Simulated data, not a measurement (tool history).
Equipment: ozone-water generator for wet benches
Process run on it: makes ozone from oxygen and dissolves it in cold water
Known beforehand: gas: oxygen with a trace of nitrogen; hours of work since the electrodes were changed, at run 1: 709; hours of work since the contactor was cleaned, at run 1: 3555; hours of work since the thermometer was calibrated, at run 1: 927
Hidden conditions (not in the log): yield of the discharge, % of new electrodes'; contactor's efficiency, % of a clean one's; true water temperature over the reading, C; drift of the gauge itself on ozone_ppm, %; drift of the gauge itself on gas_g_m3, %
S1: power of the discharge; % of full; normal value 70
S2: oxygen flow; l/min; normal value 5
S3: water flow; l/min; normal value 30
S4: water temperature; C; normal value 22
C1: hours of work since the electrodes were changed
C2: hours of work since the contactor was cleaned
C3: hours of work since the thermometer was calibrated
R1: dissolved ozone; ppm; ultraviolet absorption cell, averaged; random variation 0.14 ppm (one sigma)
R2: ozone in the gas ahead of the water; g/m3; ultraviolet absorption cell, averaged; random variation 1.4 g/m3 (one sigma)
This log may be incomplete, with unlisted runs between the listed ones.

run	hour	S1	S2	S3	S4	C1	C2	C3	R1	R2
1	0	70	5	30	22	709	3555	927	16.6	255.8
2	34.4	70	5	30	22	733	3579	950	16.7	253.7
3	82.5	70	5	30	22	766	3612	984	16.5	250
4	132.4	70	5	30	22	800	3647	1018	16.7	252.2
5	177	70	5	19	22	831	3677	1049	24.6	254.2
6	222.5	70	5	32	22	862	3709	1080	15.5	251.4
7	251.4	70	5	32	22	882	3729	1100	15.8	253.6
8	284.3	70	5	32	22	905	3751	1123	15.7	248.6
9	309.9	70	4.03	30	22	923	3769	1141	16.3	286.6
10	356.9	70	5	30	22	955	3802	1173	16.4	253.5
11	388.2	70	5	30	22	977	3823	1195	16.7	251
12	411.5	70	5	32	22	993	3839	1211	15.8	251.2
13	463.3	70	5	30	22	1029	3875	1247	16.8	251.5
14	510	70	5	30	22	1061	3907	1279	16.5	249.7
15	549.5	70	6.83	30	22	1088	3935	1306	16.6	207.1
16	578.9	70	6.83	30	22	1108	3955	1326	16.6	208.4
17	602.8	64	2.76	27	19	1125	3971	1343	16.8	338.4
18	644	70	5.05	30	17	1153	4000	1371	17.5	249.3
19	694.4	70	5.05	30	17	1188	4035	1406	17.5	248.6
20	738.6	97	5	34	22	1219	4065	1437	18	305
21	779.7	47	5	34	24	1247	4093	1465	11.5	195.1
22	807.4	69	5	39	16	1266	4113	1484	13.5	246
23	843	92	3.71	39	16	1291	4137	1509	15.4	348.5
24	876.1	92	3.71	39	16	1314	4160	1531	15.5	351
25	929	92	3.71	39	16	1350	4197	1568	15.6	349.1
26	979.8	70	5	18	17	1385	4232	1603	27.1	245.3
27	1009.7	51	7.12	19	29	1406	4252	1624	16.8	166.9
28	1047.9	49	4.48	33	29	1432	4279	1650	11.2	214.5
29	1078.3	70	5	36	22	1453	4300	1671	14.4	249.6
30	1108.4	60	4.63	27	20	1474	4320	1692	17.1	235.9
31	1158.2	60	4.63	27	20	1508	4355	1726	17	237.4
32	1190.9	60	4.63	27	20	1531	4377	1749	17	232.4

Same runs, no hidden state in the tool, same run-to-run variation:
run	R2
1	255.9
2	253.9
3	250.5
4	253
5	255.3
6	252.7
7	255.1
8	250.2
9	288.7
10	255.7
11	253.3
12	253.6
13	254.3
14	252.7
15	209.8
16	211.3
17	343.2
18	253.1
19	252.7
20	310.3
21	198.6
22	250.7
23	355.5
24	358.3
25	356.8
26	251
27	170.9
28	219.8
29	256
30	242.1
31	244
32	239
R1 without the hidden state stays within 0.1 ppm of what was measured, in all runs.
